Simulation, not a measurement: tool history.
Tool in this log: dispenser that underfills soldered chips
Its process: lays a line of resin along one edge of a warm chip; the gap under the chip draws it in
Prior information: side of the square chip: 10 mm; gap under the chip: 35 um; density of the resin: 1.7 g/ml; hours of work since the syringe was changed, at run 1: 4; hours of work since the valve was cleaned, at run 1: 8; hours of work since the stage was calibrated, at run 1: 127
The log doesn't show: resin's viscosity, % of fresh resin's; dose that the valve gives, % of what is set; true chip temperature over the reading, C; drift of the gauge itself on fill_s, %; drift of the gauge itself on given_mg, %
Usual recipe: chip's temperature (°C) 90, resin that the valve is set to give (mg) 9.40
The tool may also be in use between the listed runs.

run    day  chip's temperature (°C)  resin that the valve is set to give (mg)  hours of work since the syringe was changed  hours of work since the valve was cleaned  hours of work since the stage was calibrated  time until the resin shows at the far edge (s)  resin that the valve gave (mg)
  1  0.000                       90                                      9.40                                            4                                          8                                           127                                           146.5                            9.29
  2  0.096                       90                                      9.40                                            6                                         10                                           129                                           152.8                            9.29
     0.208  -- new syringe of resin
  3  0.208                       90                                      9.40                                            0                                         12                                           131                                           136.3                            9.33
  4  0.388                       90                                      9.28                                            3                                         15                                           134                                           149.5                            9.10
  5  0.508                       90                                      9.40                                            5                                         17                                           136                                           158.9                            9.10
     0.667  -- new syringe of resin
  6  0.671                       90                                      9.40                                            0                                         20                                           139                                           134.5                            9.22
  7  0.775                       90                                      9.40                                            2                                         22                                           141                                           142.5                            9.29
  8  0.967                       80                                      9.40                                            5                                         25                                           144                                           240.4                            9.23
     1.117  -- new syringe of resin
  9  1.117                       90                                     10.56                                            0                                         27                                           146                                           129.8                           10.26
 10  1.308                      101                                      9.40                                            3                                         31                                           150                                            94.0                            9.04
 11  1.496                      101                                      9.40                                            7                                         34                                           153                                           101.8                            9.10
     1.575  -- new syringe of resin
 12  1.617                       90                                      9.40                                            1                                         36                                           155                                           133.3                            9.03
 13  1.733                       90                                      9.40                                            3                                         38                                           157                                           142.7                            9.09
 14  1.838                       89                                      9.40                                            5                                         40                                           159                                           158.1                            8.88
 15  1.988                       89                                      9.40                                            7                                         42                                           162                                           172.4                            8.97
     2.025  -- new syringe of resin
 16  2.196                       90                                      9.40                                            3                                         46                                           165                                           145.8                            8.97
 17  2.338                       88                                      9.40                                            5                                         48                                           167                                           171.5                            8.96
 18  2.433                       88                                      9.40                                            7                                         50                                           169                                           181.5                            8.96
     2.488  -- new syringe of resin
 19  2.621                       96                                      8.33                                            2                                         53                                           172                                           116.8                            7.93
 20  2.817                      100                                      8.16                                            6                                         57                                           176                                           109.6                            7.56
     2.946  -- new syringe of resin
 21  2.979                      100                                      8.16                                            1                                         59                                           178                                            94.9                            7.70
 22  3.112                       76                                      9.57                                            3                                         62                                           181                                           277.5                            8.97
 23  3.212                       76                                      9.57                                            5                                         63                                           182                                           298.2                            9.06
 24  3.354                      103                                     11.43                                            7                                         66                                           185                                            97.7                           10.70
     3.400  -- new syringe of resin
 25  3.479                       98                                      9.40                                            1                                         68                                           187                                           100.7                            8.70
 26  3.671                       80                                     12.07                                            5                                         71                                           190                                           239.0                           11.18
     3.758  -- dispensing valve cleaned and set on the balance
 27  3.858                       80                                     12.07                                            7                                          2                                           193                                           249.6                           11.83
     3.900  -- new syringe of resin
 28  4.067                       93                                     12.10                                            3                                          5                                           196                                           127.0                           12.01
 29  4.162                       87                                      8.10                                            5                                          7                                           198                                           182.6                            8.03
     4.358  -- new syringe of resin
 30  4.362                       87                                      8.10                                            0                                         10                                           201                                           159.8                            7.92
 31  4.479                       89                                      9.00                                            2                                         12                                           203                                           152.1                            8.92
 32  4.658                       89                                      9.16                                            5                                         15                                           206                                           165.4                            8.89
 33  4.792                       89                                      9.16                                            8                                         18                                           209                                           178.6                            8.90
     4.821  -- new syringe of resin
 34  4.967                       89                                      9.16                                            3                                         21                                           212                                           151.0                            8.93
 35  5.075                       89                                      9.05                                            5                                         23                                           214                                           159.3                            8.83

How the hidden state differs across the entries between the runs, from the last listed run before each to the first after it:
After run 2, before run 3: new syringe of resin (day 0.208)
  resin's viscosity, % of fresh resin's: 117.2 -> 102.4; dose that the valve gives, % of what is set: 99.02 -> 98.84; true chip temperature over the reading, C: -0.13 -> -0.14
  the result without the hidden state subtracted from the measured one, time until the resin shows at the far edge (s): +23.4 -> +4.2; resin that the valve gave (mg): -0.09 -> -0.11
After run 5, before run 6: new syringe of resin (day 0.667)
  resin's viscosity, % of fresh resin's: 120.5 -> 100.4; dose that the valve gives, % of what is set: 98.33 -> 98.07; true chip temperature over the reading, C: -0.16 -> -0.18
  the result without the hidden state subtracted from the measured one, time until the resin shows at the far edge (s): +28.3 -> +1.8; resin that the valve gave (mg): -0.16 -> -0.19
After run 8, before run 9: new syringe of resin (day 1.117)
  resin's viscosity, % of fresh resin's: 117.7 -> 98.7; dose that the valve gives, % of what is set: 97.59 -> 97.36; true chip temperature over the reading, C: -0.2 -> -0.21
  the result without the hidden state subtracted from the measured one, time until the resin shows at the far edge (s): +38.7 -> -0.3; resin that the valve gave (mg): -0.23 -> -0.28
After run 11, before run 12: new syringe of resin (day 1.575)
  resin's viscosity, % of fresh resin's: 121.3 -> 100.2; dose that the valve gives, % of what is set: 96.69 -> 96.52; true chip temperature over the reading, C: -0.24 -> -0.25
  the result without the hidden state subtracted from the measured one, time until the resin shows at the far edge (s): +19.0 -> +2.2; resin that the valve gave (mg): -0.31 -> -0.33
After run 15, before run 16: new syringe of resin (day 2.025)
  resin's viscosity, % of fresh resin's: 122.6 -> 109.2; dose that the valve gives, % of what is set: 95.89 -> 95.58; true chip temperature over the reading, C: -0.28 -> -0.29
  the result without the hidden state subtracted from the measured one, time until the resin shows at the far edge (s): +34.2 -> +14.8; resin that the valve gave (mg): -0.39 -> -0.42
After run 18, before run 19: new syringe of resin (day 2.488)
  resin's viscosity, % of fresh resin's: 124.4 -> 107.4; dose that the valve gives, % of what is set: 95.18 -> 94.89; true chip temperature over the reading, C: -0.31 -> -0.32
  the result without the hidden state subtracted from the measured one, time until the resin shows at the far edge (s): +38.5 -> +10.8; resin that the valve gave (mg): -0.46 -> -0.43
After run 20, before run 21: new syringe of resin (day 2.946)
  resin's viscosity, % of fresh resin's: 119.5 -> 103; dose that the valve gives, % of what is set: 94.58 -> 94.31; true chip temperature over the reading, C: -0.34 -> -0.35
  the result without the hidden state subtracted from the measured one, time until the resin shows at the far edge (s): +20.5 -> +5.6; resin that the valve gave (mg): -0.44 -> -0.47
After run 24, before run 25: new syringe of resin (day 3.400)
  resin's viscosity, % of fresh resin's: 126.5 -> 103.8; dose that the valve gives, % of what is set: 93.66 -> 93.49; true chip temperature over the reading, C: -0.38 -> -0.39
  the result without the hidden state subtracted from the measured one, time until the resin shows at the far edge (s): +21.7 -> +6.2; resin that the valve gave (mg): -0.73 -> -0.61
After run 26, before run 27: dispensing valve cleaned and set on the balance (day 3.758)
  resin's viscosity, % of fresh resin's: 115.2 -> 124.7; dose that the valve gives, % of what is set: 93.17 -> 99.55; true chip temperature over the reading, C: -0.4 -> -0.41
  the result without the hidden state subtracted from the measured one, time until the resin shows at the far edge (s): +35.7 -> +53.2; resin that the valve gave (mg): -0.82 -> -0.05
After run 27, before run 28: new syringe of resin (day 3.900)
  resin's viscosity, % of fresh resin's: 124.7 -> 110.4; dose that the valve gives, % of what is set: 99.55 -> 99.23; true chip temperature over the reading, C: -0.41 -> -0.43
  the result without the hidden state subtracted from the measured one, time until the resin shows at the far edge (s): +53.2 -> +14.2; resin that the valve gave (mg): -0.05 -> -0.09
After run 29, before run 30: new syringe of resin (day 4.358)
  resin's viscosity, % of fresh resin's: 116.2 -> 101; dose that the valve gives, % of what is set: 99.08 -> 98.76; true chip temperature over the reading, C: -0.43 -> -0.45
  the result without the hidden state subtracted from the measured one, time until the resin shows at the far edge (s): +28.7 -> +5.1; resin that the valve gave (mg): -0.07 -> -0.10
After run 33, before run 34: new syringe of resin (day 4.821)
  resin's viscosity, % of fresh resin's: 127.4 -> 107.1; dose that the valve gives, % of what is set: 98.04 -> 97.75; true chip temperature over the reading, C: -0.48 -> -0.49
  the result without the hidden state subtracted from the measured one, time until the resin shows at the far edge (s): +41.7 -> +13.4; resin that the valve gave (mg): -0.18 -> -0.20
